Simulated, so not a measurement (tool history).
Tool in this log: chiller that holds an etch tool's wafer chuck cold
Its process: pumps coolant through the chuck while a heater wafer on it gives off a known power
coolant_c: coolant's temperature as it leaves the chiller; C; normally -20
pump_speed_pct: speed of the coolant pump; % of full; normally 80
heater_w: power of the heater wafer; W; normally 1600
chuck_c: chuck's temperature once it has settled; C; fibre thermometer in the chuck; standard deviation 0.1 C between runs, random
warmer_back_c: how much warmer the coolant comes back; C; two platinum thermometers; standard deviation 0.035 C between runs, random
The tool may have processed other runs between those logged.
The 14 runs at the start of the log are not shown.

| run | hour | coolant_c | pump_speed_pct | heater_w | chuck_c | warmer_back_c |
|---|---|---|---|---|---|---|
| 15 | 300.4 | -20 | 80 | 1600 | -7.5 | 5.79 |
| 16 | 317.6 | -20 | 80 | 1305 | -9.9 | 4.76 |
| 17 | 341.3 | -18 | 79 | 913 | -10.7 | 3.37 |
| 18 | 363.9 | -17 | 77 | 1600 | -4.0 | 6.04 |
| 19 | 391.2 | -17 | 77 | 806 | -10.5 | 3.03 |
| 20 | 411.0 | -28 | 77 | 806 | -21.5 | 3.10 |
| 21 | 435.9 | -28 | 77 | 806 | -21.4 | 3.10 |
| 22 | 460.3 | -28 | 77 | 806 | -21.5 | 3.08 |
| 23 | 475.8 | -28 | 91 | 806 | -22.3 | 2.58 |
| 24 | 499.4 | -28 | 91 | 806 | -22.4 | 2.57 |
| 25 | 521.0 | -28 | 91 | 806 | -22.3 | 2.56 |
| 26 | 539.2 | -17 | 80 | 806 | -10.8 | 2.97 |
| 27 | 560.5 | -17 | 99 | 1721 | -5.5 | 4.99 |
| 28 | 589.7 | -17 | 99 | 915 | -10.7 | 2.69 |
| 29 | 619.9 | -27 | 80 | 1600 | -14.6 | 5.87 |
| 30 | 649.2 | -20 | 63 | 1900 | -2.5 | 8.98 |
| 31 | 673.3 | -20 | 80 | 920 | -12.9 | 3.36 |

Alternative continuations, all from the tool just after run 31; predict every row:
| A | 697.5 | -30 | 63 | 1956 | ? | ? |
| B | 697.5 | -15 | 89 | 1611 | ? | ? |
| C | 697.5 | -20 | 87 | 1524 | ? | ? |
| D | 697.5 | -23 | 81 | 910 | ? | ? |

| run | chuck_c | warmer_back_c |
|---|---|---|
| A | -12.0 | 9.21 |
| B | -3.2 | 5.24 |
| C | -8.7 | 5.07 |
| D | -15.9 | 3.21 |
What these runs would have given with no unlogged condition in the tool:
| run | chuck_c | warmer_back_c |
|---|---|---|
| A | -12.1 | 9.21 |
| B | -3.2 | 5.24 |
| C | -8.7 | 5.07 |
| D | -15.9 | 3.21 |
